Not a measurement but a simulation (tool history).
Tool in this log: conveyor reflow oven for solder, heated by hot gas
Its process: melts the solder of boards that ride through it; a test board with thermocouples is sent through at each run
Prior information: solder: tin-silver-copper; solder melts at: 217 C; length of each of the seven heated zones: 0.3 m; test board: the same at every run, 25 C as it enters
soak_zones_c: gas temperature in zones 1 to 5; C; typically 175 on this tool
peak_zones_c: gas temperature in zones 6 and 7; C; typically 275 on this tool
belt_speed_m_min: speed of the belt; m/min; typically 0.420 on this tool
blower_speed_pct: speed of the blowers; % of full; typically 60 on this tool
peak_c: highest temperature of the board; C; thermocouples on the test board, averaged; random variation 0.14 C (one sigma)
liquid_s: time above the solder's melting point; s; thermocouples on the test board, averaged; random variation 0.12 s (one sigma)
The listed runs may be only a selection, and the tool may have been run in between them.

| run | hour | soak_zones_c | peak_zones_c | belt_speed_m_min | blower_speed_pct | peak_c | liquid_s |
|---|---|---|---|---|---|---|---|
| 1 | 0.0 | 175 | 275 | 0.420 | 60 | 255.9 | 66.3 |
| 2 | 64.5 | 175 | 275 | 0.420 | 60 | 255.5 | 66.5 |
|  | 109.7 | flux residue cleaned out of gas plates and filters |
| 3 | 111.6 | 175 | 275 | 0.420 | 60 | 258.2 | 68.4 |
|  | 143.5 | thermocouples of zones 6 and 7 changed |
| 4 | 152.5 | 175 | 280 | 0.420 | 60 | 259.6 | 69.3 |
| 5 | 206.0 | 175 | 280 | 0.350 | 60 | 265.9 | 89.3 |
| 6 | 265.2 | 175 | 280 | 0.350 | 60 | 265.5 | 89.3 |
|  | 278.8 | belt drive overhauled, speed set with a stopwatch |
| 7 | 352.5 | 175 | 280 | 0.350 | 60 | 265.2 | 87.9 |
| 8 | 420.8 | 175 | 280 | 0.350 | 60 | 265.0 | 88.0 |
| 9 | 481.3 | 175 | 280 | 0.350 | 60 | 264.8 | 87.9 |
| 10 | 523.3 | 178 | 269 | 0.420 | 70 | 252.1 | 64.8 |
| 11 | 592.8 | 169 | 275 | 0.420 | 83 | 257.3 | 65.9 |
| 12 | 644.3 | 169 | 275 | 0.420 | 83 | 257.3 | 65.6 |
| 13 | 692.3 | 169 | 288 | 0.420 | 83 | 268.4 | 72.7 |
|  | 746.0 | flux residue cleaned out of gas plates and filters |
| 14 | 757.6 | 185 | 275 | 0.374 | 83 | 265.3 | 87.4 |
| 15 | 838.4 | 185 | 275 | 0.374 | 83 | 265.3 | 87.4 |
| 16 | 883.9 | 178 | 263 | 0.388 | 88 | 253.3 | 73.8 |
| 17 | 966.8 | 162 | 275 | 0.370 | 60 | 258.5 | 73.2 |

Alternative continuations, all from the tool just after run 17; predict every row:
| A | 1042.1 | 174 | 264 | 0.420 | 66 | ? | ? |
| B | 1042.1 | 162 | 289 | 0.341 | 60 | ? | ? |
| C | 1042.1 | 183 | 275 | 0.352 | 75 | ? | ? |
| D | 1042.1 | 175 | 275 | 0.420 | 88 | ? | ? |
| E | 1042.1 | 175 | 275 | 0.420 | 82 | ? | ? |

| run | peak_c | liquid_s |
|---|---|---|
| A | 248.1 | 59.8 |
| B | 273.8 | 91.1 |
| C | 265.5 | 92.1 |
| D | 261.3 | 71.2 |
| E | 260.5 | 70.6 |
Without the tool's hidden state the same runs would have given:
| run | peak_c | liquid_s |
|---|---|---|
| A | 247.8 | 59.7 |
| B | 273.3 | 90.6 |
| C | 264.9 | 91.5 |
| D | 261.0 | 71.0 |
| E | 260.3 | 70.4 |
